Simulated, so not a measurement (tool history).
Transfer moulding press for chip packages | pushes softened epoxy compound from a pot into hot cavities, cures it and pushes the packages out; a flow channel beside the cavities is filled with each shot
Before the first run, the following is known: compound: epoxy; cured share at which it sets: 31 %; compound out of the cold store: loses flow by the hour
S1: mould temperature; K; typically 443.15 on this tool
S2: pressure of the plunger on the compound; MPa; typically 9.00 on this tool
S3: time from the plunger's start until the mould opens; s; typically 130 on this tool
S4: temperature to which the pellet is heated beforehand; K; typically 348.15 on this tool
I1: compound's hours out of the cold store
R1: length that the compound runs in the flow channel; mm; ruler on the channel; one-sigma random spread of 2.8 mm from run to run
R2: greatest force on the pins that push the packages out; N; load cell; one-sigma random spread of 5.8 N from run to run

run 1 hour=0.0 | S1=443.15 S2=9.00 S3=130 S4=348.15 | I1=35.6 | R1=864 R2=368
-- hour=47.3 cavities cleaned with cleaning compound and waxed
run 2 hour=47.3 | S1=443.15 S2=9.00 S3=130 S4=348.15 | I1=10.9 | R1=940 R2=220
run 3 hour=77.3 | S1=443.15 S2=9.00 S3=130 S4=348.15 | I1=42.2 | R1=844 R2=267
run 4 hour=106.8 | S1=443.15 S2=9.00 S3=130 S4=348.15 | I1=35.2 | R1=863 R2=321
run 5 hour=147.1 | S1=443.15 S2=9.00 S3=130 S4=348.15 | I1=40.7 | R1=841 R2=332
-- hour=166.2 plunger's sealing rings changed
run 6 hour=183.2 | S1=443.15 S2=9.00 S3=130 S4=353.15 | I1=11.8 | R1=964 R2=371
-- hour=218.2 cavities cleaned with cleaning compound and waxed
run 7 hour=226.5 | S1=443.15 S2=9.00 S3=130 S4=353.15 | I1=38.6 | R1=878 R2=232
run 8 hour=273.6 | S1=443.15 S2=9.00 S3=130 S4=350.15 | I1=17.4 | R1=937 R2=309
run 9 hour=325.6 | S1=443.15 S2=9.00 S3=130 S4=350.15 | I1=32.0 | R1=896 R2=347
run 10 hour=372.6 | S1=443.15 S2=9.00 S3=130 S4=350.15 | I1=35.5 | R1=876 R2=367
-- hour=387.0 cavities cleaned with cleaning compound and waxed
run 11 hour=407.0 | S1=443.15 S2=9.00 S3=130 S4=350.15 | I1=28.1 | R1=896 R2=258
-- hour=413.1 mould's thermocouples calibrated
run 12 hour=451.1 | S1=443.15 S2=9.00 S3=130 S4=348.15 | I1=33.1 | R1=871 R2=319
run 13 hour=490.5 | S1=443.15 S2=9.00 S3=130 S4=348.15 | I1=26.2 | R1=887 R2=355
-- hour=531.4 mould's thermocouples calibrated, once more
run 14 hour=536.4 | S1=436.15 S2=9.00 S3=130 S4=344.15 | I1=26.7 | R1=925 R2=573
-- hour=560.1 cavities cleaned with cleaning compound and waxed
run 15 hour=568.2 | S1=436.15 S2=9.00 S3=130 S4=344.15 | I1=10.8 | R1=969 R2=390
run 16 hour=597.2 | S1=443.15 S2=7.93 S3=130 S4=348.15 | I1=48.0 | R1=775 R2=276
-- hour=623.0 plunger's sealing rings changed
run 17 hour=641.9 | S1=443.15 S2=9.00 S3=144 S4=348.15 | I1=44.8 | R1=864 R2=301
run 18 hour=666.5 | S1=445.15 S2=7.00 S3=144 S4=348.15 | I1=9.7 | R1=846 R2=321
run 19 hour=699.4 | S1=443.15 S2=7.82 S3=130 S4=348.15 | I1=17.2 | R1=880 R2=359
-- hour=731.3 cavities cleaned with cleaning compound and waxed
run 20 hour=749.0 | S1=443.15 S2=8.14 S3=130 S4=343.15 | I1=15.2 | R1=896 R2=262
run 21 hour=775.0 | S1=451.15 S2=9.00 S3=130 S4=353.15 | I1=42.0 | R1=825 R2=277
run 22 hour=825.9 | S1=451.15 S2=9.00 S3=130 S4=353.15 | I1=35.4 | R1=838 R2=304
run 23 hour=873.6 | S1=436.15 S2=10.06 S3=134 S4=353.15 | I1=47.6 | R1=919 R2=517
-- hour=898.7 cavities cleaned with cleaning compound and waxed
run 24 hour=901.4 | S1=436.15 S2=10.06 S3=134 S4=353.15 | I1=36.0 | R1=950 R2=294
run 25 hour=937.4 | S1=443.15 S2=9.00 S3=117 S4=348.15 | I1=16.8 | R1=921 R2=351
run 26 hour=959.6 | S1=450.15 S2=9.00 S3=130 S4=351.15 | I1=25.8 | R1=856 R2=282

Alternative continuations, all from the tool just after run 26; predict every row:
run A hour=994.5 | S1=437.15 S2=7.88 S3=130 S4=348.15 | I1=21.3 | R1=? R2=?
run B hour=994.5 | S1=443.15 S2=9.00 S3=130 S4=349.15 | I1=15.1 | R1=? R2=?
run C hour=994.5 | S1=450.15 S2=7.71 S3=130 S4=351.15 | I1=44.7 | R1=? R2=?
run D hour=994.5 | S1=443.15 S2=10.58 S3=140 S4=348.15 | I1=26.2 | R1=? R2=?

run=A R1=871 R2=495
run=B R1=916 R2=357
run=C R1=745 R2=310
run=D R1=958 R2=329
The same runs, with their run-to-run variation unchanged, on a tool lacking any hidden condition would have given:
run=A R1=911 R2=310
run=B R1=958 R2=220
run=C R1=779 R2=186
run=D R1=1001 R2=201

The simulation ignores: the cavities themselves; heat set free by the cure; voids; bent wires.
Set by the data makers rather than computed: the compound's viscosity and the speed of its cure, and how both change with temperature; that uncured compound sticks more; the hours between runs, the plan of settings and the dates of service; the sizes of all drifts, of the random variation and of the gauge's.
